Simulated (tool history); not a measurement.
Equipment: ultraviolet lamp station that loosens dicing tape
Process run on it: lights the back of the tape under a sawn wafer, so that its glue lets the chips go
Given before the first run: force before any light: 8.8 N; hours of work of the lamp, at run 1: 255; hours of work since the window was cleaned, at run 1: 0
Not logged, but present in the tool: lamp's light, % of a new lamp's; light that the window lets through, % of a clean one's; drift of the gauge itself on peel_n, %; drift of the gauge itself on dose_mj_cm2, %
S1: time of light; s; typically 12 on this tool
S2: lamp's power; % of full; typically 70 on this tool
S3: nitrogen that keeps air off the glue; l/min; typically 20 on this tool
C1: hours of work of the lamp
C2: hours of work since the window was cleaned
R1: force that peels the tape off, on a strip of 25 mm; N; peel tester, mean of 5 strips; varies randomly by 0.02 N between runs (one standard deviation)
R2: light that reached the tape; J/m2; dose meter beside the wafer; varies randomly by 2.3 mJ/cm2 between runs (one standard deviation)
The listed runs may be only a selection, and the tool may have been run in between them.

run,day,S1,S2,S3,C1,C2,R1,R2
1,0,12,70,20,255,0,0.942,2070
2,0.704,9,70,20,263,9,1.639,1560
3,1.7,9,82,20,276,21,1.185,1860
4,2.838,9,82,20,290,35,1.217,1840
5,3.8,9,82,20,302,47,1.237,1810
6,4.271,9,84,20,308,53,1.155,1880
7,5.354,6,84,20,321,66,2.268,1210
8,6.471,12,70,20,335,80,1.018,2050
9,6.954,12,68,20,341,86,1.026,2000
10,8.004,12,68,20,354,99,1.063,2000
11,9.071,12,68,7,367,113,1.603,2030
12,9.958,12,68,7,378,124,1.641,1990
13,10.696,12,85,20,387,133,0.666,2550
14,11.517,12,85,20,397,143,0.656,2460
15,12.612,12,85,20,411,156,0.671,2500
16,13.283,12,70,20,419,165,0.976,2080
17,14.258,13,70,20,431,177,0.847,2220
18,15.217,13,70,20,443,189,0.827,2190
19,15.908,7,70,20,452,197,2.332,1210
20,16.675,8,70,20,461,207,1.921,1380
21,17.75,20,70,20,475,220,0.358,3440

Predict the results of run 22:
22,18.554,10,86,25,485,230,?,?

{"run 22": {"R1": 0.867, "R2": 2140}}
On a tool with no hidden condition, and with the same random variation, this run would have come out at R1 0.865 N, R2 2140 J/m2.

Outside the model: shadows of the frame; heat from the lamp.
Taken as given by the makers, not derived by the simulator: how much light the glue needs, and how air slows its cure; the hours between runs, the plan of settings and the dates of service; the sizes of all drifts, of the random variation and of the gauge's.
